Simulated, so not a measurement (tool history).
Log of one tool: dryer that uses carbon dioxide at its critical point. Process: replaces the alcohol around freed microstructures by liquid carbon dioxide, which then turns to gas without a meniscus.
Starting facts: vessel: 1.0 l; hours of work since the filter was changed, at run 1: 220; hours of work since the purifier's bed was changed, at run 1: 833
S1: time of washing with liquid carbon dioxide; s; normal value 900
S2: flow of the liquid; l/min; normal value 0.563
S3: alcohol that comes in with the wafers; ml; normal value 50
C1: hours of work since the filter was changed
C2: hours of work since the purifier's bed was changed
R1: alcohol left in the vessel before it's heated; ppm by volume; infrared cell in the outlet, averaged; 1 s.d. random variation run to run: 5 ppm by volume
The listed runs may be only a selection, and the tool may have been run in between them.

| run | hour | S1 | S2 | S3 | C1 | C2 | R1 |
|---|---|---|---|---|---|---|---|
| 1 | 0.0 | 900 | 0.563 | 50 | 220 | 833 | 263 |
| 2 | 50.2 | 900 | 0.563 | 50 | 255 | 869 | 284 |
|  | 70.5 | inlet filter changed |
| 3 | 101.6 | 900 | 0.563 | 50 | 22 | 905 | 223 |
| 4 | 151.1 | 900 | 0.563 | 50 | 58 | 940 | 238 |
| 5 | 180.6 | 900 | 0.563 | 50 | 79 | 961 | 249 |
| 6 | 222.2 | 900 | 0.563 | 50 | 108 | 991 | 252 |
| 7 | 266.1 | 900 | 0.563 | 50 | 140 | 1022 | 282 |
| 8 | 295.5 | 900 | 0.563 | 50 | 161 | 1043 | 276 |
| 9 | 353.8 | 900 | 0.563 | 50 | 202 | 1085 | 309 |
| 10 | 406.9 | 900 | 0.563 | 50 | 240 | 1123 | 344 |
|  | 448.6 | inlet filter changed |
| 11 | 448.6 | 900 | 0.563 | 50 | 0 | 1152 | 266 |
| 12 | 476.7 | 900 | 0.563 | 50 | 20 | 1172 | 264 |
| 13 | 505.5 | 900 | 0.563 | 50 | 41 | 1193 | 282 |
| 14 | 566.6 | 900 | 0.563 | 50 | 84 | 1236 | 292 |
| 15 | 625.2 | 900 | 0.563 | 50 | 126 | 1278 | 321 |
| 16 | 678.5 | 900 | 0.563 | 50 | 164 | 1316 | 340 |
| 17 | 737.0 | 900 | 0.373 | 50 | 206 | 1358 | 1019 |
| 18 | 796.9 | 900 | 0.563 | 50 | 249 | 1401 | 400 |
|  | 828.3 | inlet filter changed |
| 19 | 837.9 | 900 | 0.563 | 50 | 7 | 1429 | 303 |
|  | 874.3 | purifier's bed changed |
| 20 | 880.3 | 900 | 0.563 | 50 | 35 | 4 | 58 |
| 21 | 913.8 | 900 | 0.563 | 50 | 59 | 28 | 62 |
| 22 | 951.5 | 900 | 0.563 | 50 | 86 | 55 | 74 |
| 23 | 978.3 | 900 | 0.563 | 50 | 105 | 74 | 88 |
| 24 | 1029.3 | 720 | 0.576 | 50 | 141 | 111 | 287 |
| 25 | 1071.9 | 720 | 0.576 | 50 | 172 | 141 | 324 |
| 26 | 1124.4 | 720 | 0.576 | 50 | 209 | 179 | 371 |
| 27 | 1156.5 | 900 | 0.377 | 76 | 232 | 202 | 1285 |
| 28 | 1204.3 | 780 | 0.399 | 56 | 266 | 236 | 1475 |
|  | 1208.3 | inlet filter changed |
| 29 | 1260.9 | 720 | 0.365 | 43 | 38 | 276 | 1149 |
| 30 | 1296.8 | 720 | 0.365 | 43 | 63 | 301 | 1245 |
| 31 | 1337.8 | 1260 | 0.634 | 25 | 93 | 330 | 68 |
| 32 | 1397.3 | 1260 | 0.634 | 36 | 135 | 373 | 80 |
| 33 | 1426.2 | 1260 | 0.634 | 36 | 156 | 394 | 78 |
| 34 | 1455.8 | 900 | 0.440 | 79 | 177 | 415 | 610 |
| 35 | 1495.7 | 900 | 0.440 | 79 | 205 | 443 | 684 |
| 36 | 1552.9 | 600 | 0.440 | 79 | 246 | 484 | 3470 |
|  | 1586.5 | inlet filter changed |
| 37 | 1608.9 | 1260 | 0.954 | 50 | 16 | 524 | 95 |
| 38 | 1637.6 | 1260 | 0.920 | 50 | 37 | 544 | 101 |
| 39 | 1691.3 | 540 | 0.547 | 47 | 75 | 582 | 1061 |
| 40 | 1719.2 | 540 | 0.547 | 47 | 95 | 602 | 1088 |
| 41 | 1760.5 | 1140 | 0.570 | 101 | 124 | 632 | 137 |
| 42 | 1806.0 | 780 | 0.809 | 101 | 157 | 664 | 169 |
| 43 | 1860.3 | 1200 | 0.796 | 50 | 196 | 703 | 125 |
| 44 | 1906.1 | 1020 | 0.641 | 104 | 228 | 736 | 180 |
| 45 | 1933.8 | 1440 | 0.922 | 50 | 248 | 756 | 136 |
|  | 1962.4 | inlet filter changed |
| 46 | 1971.3 | 1440 | 0.922 | 50 | 6 | 782 | 146 |

4 options for the next run, each taken on its own from the tool as it stands now. Forecast them:
| A | 2000.5 | 540 | 0.825 | 28 | 27 | 803 | ? |
| B | 2000.5 | 1440 | 0.780 | 40 | 27 | 803 | ? |
| C | 2000.5 | 1440 | 0.727 | 35 | 27 | 803 | ? |
| D | 2000.5 | 900 | 0.563 | 33 | 27 | 803 | ? |

| run | R1 |
|---|---|
| A | 229 |
| B | 156 |
| C | 151 |
| D | 181 |
The same runs, with their run-to-run variation unchanged, on a tool lacking any hidden condition would have given:
| run | R1 |
|---|---|
| A | 74 |
| B | 9 |
| C | 5 |
| D | 34 |

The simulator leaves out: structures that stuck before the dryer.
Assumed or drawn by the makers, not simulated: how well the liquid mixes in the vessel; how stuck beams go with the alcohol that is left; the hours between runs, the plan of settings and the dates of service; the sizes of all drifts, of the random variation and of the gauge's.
